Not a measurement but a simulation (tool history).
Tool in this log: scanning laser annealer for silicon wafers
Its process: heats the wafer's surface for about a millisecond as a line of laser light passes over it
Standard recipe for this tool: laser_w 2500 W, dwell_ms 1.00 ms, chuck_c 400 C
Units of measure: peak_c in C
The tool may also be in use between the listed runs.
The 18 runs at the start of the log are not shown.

Run 19, day 12.104: usual settings. Result: peak_c 1153 C.
Run 20, day 12.579: usual settings but dwell_ms 1.02 ms. Result: peak_c 1161 C.
Run 21, day 12.988: usual settings but dwell_ms 0.74 ms, chuck_c 396 C. Result: peak_c 1042 C.
Run 22, day 13.929: usual settings but dwell_ms 0.70 ms, chuck_c 362 C. Result: peak_c 990 C.
Run 23, day 14.592: usual settings but laser_w 2350 W, dwell_ms 1.19 ms. Result: peak_c 1157 C.
Run 24, day 15.550: usual settings but laser_w 2544 W, chuck_c 364 C. Result: peak_c 1131 C.
Run 25, day 16.188: usual settings but laser_w 2520 W, dwell_ms 0.80 ms, chuck_c 379 C. Result: peak_c 1054 C.
Run 26, day 16.996: usual settings but laser_w 2250 W, chuck_c 404 C. Result: peak_c 1059 C.
Run 27, day 17.550: usual settings but laser_w 2550 W, dwell_ms 0.94 ms, chuck_c 380 C. Result: peak_c 1117 C.
Run 28, day 18.204: usual settings but laser_w 2550 W, dwell_ms 0.94 ms, chuck_c 380 C. Result: peak_c 1121 C.
Run 29, day 18.700: usual settings but laser_w 2550 W, dwell_ms 0.94 ms, chuck_c 380 C. Result: peak_c 1121 C.
Run 30, day 19.196: usual settings but laser_w 2550 W, dwell_ms 0.94 ms, chuck_c 380 C. Result: peak_c 1122 C.
Run 31, day 20.192: usual settings but laser_w 2550 W, dwell_ms 0.94 ms, chuck_c 380 C. Result: peak_c 1118 C.
Run 32, day 20.896: usual settings but laser_w 2622 W, dwell_ms 0.89 ms, chuck_c 426 C. Result: peak_c 1170 C.
Run 33, day 21.775: usual settings but laser_w 2518 W, dwell_ms 0.75 ms, chuck_c 426 C. Result: peak_c 1077 C.
Run 34, day 22.233: usual settings but laser_w 2405 W, chuck_c 399 C. Result: peak_c 1106 C.
Run 35, day 22.867: usual settings but laser_w 2405 W, chuck_c 399 C. Result: peak_c 1108 C.

For run 36, what comes out?
Run 36, day 23.754: usual settings but laser_w 2405 W, dwell_ms 1.07 ms, chuck_c 424 C. Result: peak_c ?.

peak_c: 1155 C
If the tool had no hidden condition, the same run with the same run-to-run variation would have returned peak_c 1179 C.

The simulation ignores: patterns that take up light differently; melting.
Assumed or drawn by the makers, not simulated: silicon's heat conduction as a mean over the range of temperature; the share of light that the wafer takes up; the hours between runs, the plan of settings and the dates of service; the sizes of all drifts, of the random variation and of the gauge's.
